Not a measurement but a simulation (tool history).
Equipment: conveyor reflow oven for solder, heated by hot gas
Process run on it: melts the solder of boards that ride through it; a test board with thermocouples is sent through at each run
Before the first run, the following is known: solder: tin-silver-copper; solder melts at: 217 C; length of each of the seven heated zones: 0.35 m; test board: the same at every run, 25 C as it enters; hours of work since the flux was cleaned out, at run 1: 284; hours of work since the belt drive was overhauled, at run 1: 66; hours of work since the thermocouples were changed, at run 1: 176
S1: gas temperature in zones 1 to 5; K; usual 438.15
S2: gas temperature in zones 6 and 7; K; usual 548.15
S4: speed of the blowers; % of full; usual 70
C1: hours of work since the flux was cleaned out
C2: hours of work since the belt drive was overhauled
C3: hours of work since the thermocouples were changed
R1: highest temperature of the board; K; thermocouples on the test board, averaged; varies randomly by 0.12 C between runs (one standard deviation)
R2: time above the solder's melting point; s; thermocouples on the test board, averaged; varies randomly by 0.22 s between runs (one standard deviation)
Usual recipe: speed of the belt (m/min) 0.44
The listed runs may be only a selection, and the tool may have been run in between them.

{"run": 1, "hour": 0.0, "S1": 438.15, "S2": 548.15, "speed of the belt (m/min)": 0.44, "S4": 70, "C1": 284, "C2": 66, "C3": 176, "R1": 529.15, "R2": 70.9}
{"run": 2, "hour": 25.0, "S1": 438.15, "S2": 548.15, "speed of the belt (m/min)": 0.44, "S4": 70, "C1": 303, "C2": 85, "C3": 195, "R1": 529.15, "R2": 70.9}
{"run": 3, "hour": 49.0, "S1": 438.15, "S2": 548.15, "speed of the belt (m/min)": 0.44, "S4": 70, "C1": 321, "C2": 103, "C3": 213, "R1": 529.15, "R2": 70.6}
{"run": 4, "hour": 74.0, "S1": 438.15, "S2": 548.15, "speed of the belt (m/min)": 0.479, "S4": 70, "C1": 340, "C2": 122, "C3": 232, "R1": 525.85, "R2": 60.6}
{"run": 5, "hour": 90.5, "S1": 438.15, "S2": 548.15, "speed of the belt (m/min)": 0.44, "S4": 70, "C1": 353, "C2": 135, "C3": 245, "R1": 528.75, "R2": 70.5}
{"run": 6, "hour": 102.5, "S1": 445.15, "S2": 548.15, "speed of the belt (m/min)": 0.44, "S4": 70, "C1": 362, "C2": 144, "C3": 254, "R1": 530.05, "R2": 74.7}
{"hour": 117.8, "done": "flux residue cleaned out of gas plates and filters"}
{"run": 7, "hour": 121.3, "S1": 438.15, "S2": 548.15, "speed of the belt (m/min)": 0.44, "S4": 70, "C1": 3, "C2": 154, "C3": 264, "R1": 531.95, "R2": 73.6}
{"run": 8, "hour": 141.8, "S1": 438.15, "S2": 548.15, "speed of the belt (m/min)": 0.44, "S4": 70, "C1": 18, "C2": 170, "C3": 280, "R1": 531.85, "R2": 73.6}
{"run": 9, "hour": 157.8, "S1": 438.15, "S2": 548.15, "speed of the belt (m/min)": 0.44, "S4": 70, "C1": 30, "C2": 182, "C3": 292, "R1": 531.95, "R2": 73.3}
{"run": 10, "hour": 181.0, "S1": 438.15, "S2": 548.15, "speed of the belt (m/min)": 0.373, "S4": 70, "C1": 48, "C2": 200, "C3": 309, "R1": 536.95, "R2": 92.7}
{"run": 11, "hour": 191.6, "S1": 438.15, "S2": 548.15, "speed of the belt (m/min)": 0.483, "S4": 70, "C1": 56, "C2": 208, "C3": 317, "R1": 528.35, "R2": 63.6}
{"run": 12, "hour": 204.3, "S1": 438.15, "S2": 548.15, "speed of the belt (m/min)": 0.483, "S4": 70, "C1": 66, "C2": 217, "C3": 327, "R1": 528.15, "R2": 63.8}
{"run": 13, "hour": 218.6, "S1": 438.15, "S2": 548.15, "speed of the belt (m/min)": 0.44, "S4": 70, "C1": 76, "C2": 228, "C3": 338, "R1": 531.55, "R2": 73.8}
{"run": 14, "hour": 239.7, "S1": 438.15, "S2": 562.15, "speed of the belt (m/min)": 0.44, "S4": 70, "C1": 92, "C2": 244, "C3": 354, "R1": 544.25, "R2": 82.5}
{"run": 15, "hour": 263.2, "S1": 438.15, "S2": 556.15, "speed of the belt (m/min)": 0.44, "S4": 70, "C1": 110, "C2": 262, "C3": 372, "R1": 538.25, "R2": 78.9}
{"run": 16, "hour": 276.8, "S1": 438.15, "S2": 556.15, "speed of the belt (m/min)": 0.44, "S4": 70, "C1": 121, "C2": 272, "C3": 382, "R1": 538.75, "R2": 78.3}
{"run": 17, "hour": 297.8, "S1": 438.15, "S2": 556.15, "speed of the belt (m/min)": 0.44, "S4": 70, "C1": 136, "C2": 288, "C3": 398, "R1": 538.55, "R2": 78.7}
{"run": 18, "hour": 311.0, "S1": 438.15, "S2": 556.15, "speed of the belt (m/min)": 0.44, "S4": 70, "C1": 146, "C2": 298, "C3": 408, "R1": 538.55, "R2": 78.5}
{"run": 19, "hour": 334.1, "S1": 438.15, "S2": 554.15, "speed of the belt (m/min)": 0.461, "S4": 70, "C1": 164, "C2": 316, "C3": 425, "R1": 534.85, "R2": 72.3}
{"run": 20, "hour": 352.1, "S1": 451.15, "S2": 554.15, "speed of the belt (m/min)": 0.461, "S4": 67, "C1": 178, "C2": 329, "C3": 439, "R1": 536.05, "R2": 77.9}
{"run": 21, "hour": 369.8, "S1": 438.15, "S2": 539.15, "speed of the belt (m/min)": 0.354, "S4": 51, "C1": 191, "C2": 343, "C3": 452, "R1": 524.25, "R2": 83.9}
{"run": 22, "hour": 391.4, "S1": 438.15, "S2": 539.15, "speed of the belt (m/min)": 0.354, "S4": 51, "C1": 207, "C2": 359, "C3": 469, "R1": 524.55, "R2": 84}
{"run": 23, "hour": 408.7, "S1": 426.15, "S2": 555.15, "speed of the belt (m/min)": 0.488, "S4": 70, "C1": 220, "C2": 372, "C3": 482, "R1": 530.35, "R2": 60.5}
{"run": 24, "hour": 423.2, "S1": 435.15, "S2": 548.15, "speed of the belt (m/min)": 0.44, "S4": 70, "C1": 231, "C2": 383, "C3": 493, "R1": 530.45, "R2": 71.2}
{"run": 25, "hour": 449.1, "S1": 435.15, "S2": 555.15, "speed of the belt (m/min)": 0.44, "S4": 69, "C1": 251, "C2": 403, "C3": 512, "R1": 536.15, "R2": 75.6}
{"run": 26, "hour": 474.8, "S1": 435.15, "S2": 551.15, "speed of the belt (m/min)": 0.44, "S4": 69, "C1": 270, "C2": 422, "C3": 532, "R1": 532.55, "R2": 72.8}
{"run": 27, "hour": 487.0, "S1": 451.15, "S2": 548.15, "speed of the belt (m/min)": 0.431, "S4": 58, "C1": 280, "C2": 431, "C3": 541, "R1": 529.65, "R2": 78.2}
{"run": 28, "hour": 498.5, "S1": 439.15, "S2": 548.15, "speed of the belt (m/min)": 0.431, "S4": 58, "C1": 288, "C2": 440, "C3": 550, "R1": 527.55, "R2": 71.2}

For run 29, what comes out?
{"run": 29, "hour": 518.9, "S1": 439.15, "S2": 548.15, "speed of the belt (m/min)": 0.431, "S4": 58, "C1": 304, "C2": 456, "C3": 565, "R1": "?", "R2": "?"}

{"run 29": {"R1": 527.25, "R2": 70.8}}
Minus the tool's unlogged condition, the same run would have read R1 528.05 K, R2 71.3 s.
